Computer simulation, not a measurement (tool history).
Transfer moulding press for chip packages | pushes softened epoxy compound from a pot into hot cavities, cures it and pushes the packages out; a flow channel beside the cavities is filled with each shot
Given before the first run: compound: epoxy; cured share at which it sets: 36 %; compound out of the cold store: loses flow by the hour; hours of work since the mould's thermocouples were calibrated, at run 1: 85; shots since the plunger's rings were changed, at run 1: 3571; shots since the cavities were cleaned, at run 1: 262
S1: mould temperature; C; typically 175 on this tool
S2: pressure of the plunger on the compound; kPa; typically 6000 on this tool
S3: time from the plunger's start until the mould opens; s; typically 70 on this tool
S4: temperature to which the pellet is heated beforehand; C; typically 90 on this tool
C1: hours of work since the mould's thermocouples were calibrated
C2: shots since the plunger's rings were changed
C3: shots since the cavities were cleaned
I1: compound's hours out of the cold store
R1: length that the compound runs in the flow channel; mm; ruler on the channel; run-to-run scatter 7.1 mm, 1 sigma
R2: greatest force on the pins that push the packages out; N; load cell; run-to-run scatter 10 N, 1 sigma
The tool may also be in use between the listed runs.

{"run": 1, "day": 0.0, "S1": 175, "S2": 6000, "S3": 70, "S4": 90, "C1": 85, "C2": 3571, "C3": 262, "I1": 17.8, "R1": 796, "R2": 802}
{"run": 2, "day": 0.483, "S1": 175, "S2": 6000, "S3": 70, "S4": 90, "C1": 90, "C2": 3697, "C3": 388, "I1": 21.4, "R1": 793, "R2": 890}
{"run": 3, "day": 0.692, "S1": 175, "S2": 6000, "S3": 70, "S4": 90, "C1": 92, "C2": 3751, "C3": 442, "I1": 44.4, "R1": 716, "R2": 875}
{"run": 4, "day": 1.179, "S1": 175, "S2": 6000, "S3": 70, "S4": 90, "C1": 97, "C2": 3878, "C3": 569, "I1": 13.1, "R1": 806, "R2": 1005}
{"run": 5, "day": 1.479, "S1": 175, "S2": 6000, "S3": 70, "S4": 90, "C1": 100, "C2": 3957, "C3": 648, "I1": 8.7, "R1": 816, "R2": 1031}
{"run": 6, "day": 1.708, "S1": 175, "S2": 6000, "S3": 70, "S4": 90, "C1": 103, "C2": 4017, "C3": 708, "I1": 47.0, "R1": 722, "R2": 975}
{"day": 1.842, "done": "cavities cleaned with cleaning compound and waxed"}
{"run": 7, "day": 2.167, "S1": 175, "S2": 6000, "S3": 61, "S4": 90, "C1": 107, "C2": 4120, "C3": 85, "I1": 22.0, "R1": 775, "R2": 822}
{"run": 8, "day": 2.638, "S1": 175, "S2": 6000, "S3": 70, "S4": 90, "C1": 111, "C2": 4243, "C3": 208, "I1": 25.1, "R1": 774, "R2": 752}
{"run": 9, "day": 3.096, "S1": 175, "S2": 6000, "S3": 70, "S4": 90, "C1": 116, "C2": 4362, "C3": 327, "I1": 37.8, "R1": 746, "R2": 803}
{"run": 10, "day": 3.312, "S1": 175, "S2": 6000, "S3": 70, "S4": 90, "C1": 118, "C2": 4419, "C3": 384, "I1": 23.7, "R1": 781, "R2": 885}
{"run": 11, "day": 3.692, "S1": 175, "S2": 6000, "S3": 70, "S4": 90, "C1": 122, "C2": 4518, "C3": 483, "I1": 32.3, "R1": 746, "R2": 933}
{"run": 12, "day": 4.067, "S1": 175, "S2": 6000, "S3": 70, "S4": 90, "C1": 126, "C2": 4616, "C3": 581, "I1": 42.1, "R1": 718, "R2": 984}
{"run": 13, "day": 4.546, "S1": 175, "S2": 6000, "S3": 70, "S4": 90, "C1": 131, "C2": 4741, "C3": 706, "I1": 10.5, "R1": 810, "R2": 1059}
{"day": 4.708, "done": "cavities cleaned with cleaning compound and waxed"}
{"run": 14, "day": 4.921, "S1": 175, "S2": 6000, "S3": 70, "S4": 90, "C1": 134, "C2": 4823, "C3": 56, "I1": 9.2, "R1": 804, "R2": 578}

Predict the results of run 15:
{"run": 15, "day": 5.225, "S1": 175, "S2": 6000, "S3": 70, "S4": 90, "C1": 137, "C2": 4902, "C3": 135, "I1": 21.3, "R1": "?", "R2": "?"}

R1: 784 mm
R2: 689 N
Were there no unlogged condition in the tool, this run, its random variation unchanged, would have produced R1 825 mm, R2 486 N.

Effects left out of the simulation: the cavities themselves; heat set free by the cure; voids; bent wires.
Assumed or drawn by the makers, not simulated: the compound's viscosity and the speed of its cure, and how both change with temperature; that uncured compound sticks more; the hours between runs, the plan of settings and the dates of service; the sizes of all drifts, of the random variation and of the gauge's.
